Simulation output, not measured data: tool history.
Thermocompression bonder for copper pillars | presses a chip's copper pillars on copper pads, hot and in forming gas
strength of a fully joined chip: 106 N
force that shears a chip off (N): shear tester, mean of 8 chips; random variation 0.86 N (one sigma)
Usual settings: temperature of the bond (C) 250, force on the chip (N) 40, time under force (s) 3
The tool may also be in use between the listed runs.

run   hour  temperature of the bond (C)  force on the chip (N)  time under force (s)  force that shears a chip off (N)
  1    0.0                          250                     40                     3                              58.3
  2    9.7                          250                     40                     3                              57.7
  3   21.9                          250                     40                     3                              58.0
  4   29.7                          250                     40                     3                              58.5
  5   41.8                          250                     40                     3                              57.7
      50.5  -- heater calibrated with a thermocouple chip
  6   56.0                          250                     25                     3                              47.9
  7   71.4                          250                     25                     3                              46.9
  8   81.5                          250                     25                     3                              46.6
  9   96.4                          250                     25                     3                              46.4
 10  106.5                          225                     40                     3                              44.1
 11  121.5                          226                     40                     3                              45.1
 12  132.0                          250                     40                     2                              58.4
 13  145.4                          275                     40                     2                              80.3
 14  156.6                          275                     40                     2                              79.7
 15  166.0                          274                     40                     3                              85.9
 16  177.2                          265                     49                     7                              98.7
 17  193.0                          251                     39                     4                              70.6
 18  204.6                          231                     39                     3                              46.8
 19  219.5                          231                     39                     3                              48.0
 20  233.3                          247                     28                     7                              62.6
 21  241.1                          226                     41                     3                              44.7
 22  256.7                          255                     39                     3                              70.0

5 ways to go on from here, each from the tool as it stands after run 22. What would each give?
  A  268.0                          258                     40                     3                                 ?
  B  268.0                          244                     48                     2                                 ?
  C  268.0                          226                     24                     2                                 ?
  D  268.0                          250                     31                     9                                 ?
  E  268.0                          255                     40                     4                                 ?

run  force that shears a chip off (N)
  A                              72.0
  B                              58.9
  C                              22.6
  D                              74.3
  E                              74.5
Without the tool's hidden state the same runs would have given:
run  force that shears a chip off (N)
  A                              76.4
  B                              63.3
  C                              24.9
  D                              78.8
  E                              78.8

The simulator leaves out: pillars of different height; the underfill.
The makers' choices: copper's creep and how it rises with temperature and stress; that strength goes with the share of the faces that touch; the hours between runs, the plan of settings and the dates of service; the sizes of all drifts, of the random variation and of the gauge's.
